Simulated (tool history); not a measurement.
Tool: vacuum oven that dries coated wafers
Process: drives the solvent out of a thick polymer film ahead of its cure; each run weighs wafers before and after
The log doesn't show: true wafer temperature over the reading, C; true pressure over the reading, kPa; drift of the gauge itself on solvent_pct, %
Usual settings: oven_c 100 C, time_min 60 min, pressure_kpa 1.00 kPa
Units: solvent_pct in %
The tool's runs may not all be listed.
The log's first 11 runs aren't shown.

run   hour  oven_c  time_min  pressure_kpa  hours of work since the thermocouples were calibrated  hours of work since the vacuum gauge was cleaned of residue  solvent_pct
 12  103.3     100        34          1.00                                                    242                                                          456         4.51
 13  109.9     108        60          1.00                                                    247                                                          461         0.69
 14  119.9     108        60          1.00                                                    254                                                          468         0.74
     123.0  -- oven's thermocouples calibrated
 15  131.0     108        60          1.00                                                      6                                                          474         0.74
 16  141.8     108        60          1.00                                                     14                                                          482         0.71
 17  151.9     100        60          1.00                                                     21                                                          489         1.95
 18  165.1      97        90          2.49                                                     30                                                          499         1.53
 19  173.0     106        76          1.00                                                     36                                                          505         0.52
 20  186.6      87        33          0.64                                                     46                                                          515         8.67
 21  193.1     112        74          0.88                                                     51                                                          519         0.27
 22  205.0      87        54          0.88                                                     59                                                          528         6.21
     211.4  -- oven's thermocouples calibrated, once more
 23  219.2     100        37          1.00                                                      6                                                          537         3.98
 24  227.2     100        37          1.00                                                     11                                                          542         4.02
 25  241.9     113        41          0.65                                                     22                                                          553         0.85
 26  252.9     102        87          0.59                                                     30                                                          561         0.56
 27  260.1     102        87          0.59                                                     35                                                          566         0.52
 28  273.2      93        34          3.43                                                     45                                                          576         7.03
 29  282.4     108        60          3.90                                                     51                                                          582         1.17
 30  291.6     113        36          1.00                                                     58                                                          589         1.26
 31  304.3     100        83          1.43                                                     67                                                          598         1.03
 32  313.1      90        78          1.43                                                     74                                                          605         3.23
 33  326.0      90        89          0.63                                                     83                                                          614         2.40

Forecast each of these 4 alternatives for the next run:
  A  337.6      94        60          0.63                                                     91                                                          622            ?
  B  337.6      98        81          0.63                                                     91                                                          622            ?
  C  337.6      90       102          0.63                                                     91                                                          622            ?
  D  337.6      90        89          3.80                                                     91                                                          622            ?

run  solvent_pct
  A         3.20
  B         1.17
  C         1.90
  D         3.30
Without the tool's hidden state the same runs would have given:
run  solvent_pct
  A         3.13
  B         1.12
  C         1.83
  D         3.23
